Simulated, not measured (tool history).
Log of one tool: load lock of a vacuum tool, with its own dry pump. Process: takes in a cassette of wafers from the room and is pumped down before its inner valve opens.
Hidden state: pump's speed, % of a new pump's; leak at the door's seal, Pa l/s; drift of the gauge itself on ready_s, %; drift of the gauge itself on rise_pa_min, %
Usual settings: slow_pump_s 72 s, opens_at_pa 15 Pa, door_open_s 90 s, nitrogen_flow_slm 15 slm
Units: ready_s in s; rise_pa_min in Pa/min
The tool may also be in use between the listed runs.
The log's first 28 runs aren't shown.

run,hour,slow_pump_s,opens_at_pa,door_open_s,nitrogen_flow_slm,hours that the pump has run since its overhaul,times that the door has closed on its seal,"incoming humidity of the room's air, %",ready_s,rise_pa_min
29,6798.5,42,15,90,14,7273,30201,44.4,78.2,0.302
30,7093.2,59,19,109,26,7568,30979,43.6,92.6,0.309
31,7332.3,114,15,171,9,7807,31610,40.9,141.8,0.335
32,7617.1,53,13,116,5,8092,32362,46.1,89.1,0.346
33,7769.2,114,13,116,33,8244,32764,45,142.1,0.336
34,7937.7,114,13,116,33,8412,33209,46.6,142.6,0.335
35,8084.7,144,21,90,39,8559,33597,46.2,166.4,0.34
36,8294.5,72,28,145,6,8769,34151,45.2,102.6,0.388

Forecast run 37:
37,8640.1,72,21,90,15,9115,35063,45.1,?,?

Run 37 gave ready_s 104.7 s, rise_pa_min 0.363 Pa/min.
Without the tool's hidden state the same run would have given ready_s 99.1 s, rise_pa_min 0.046 Pa/min.
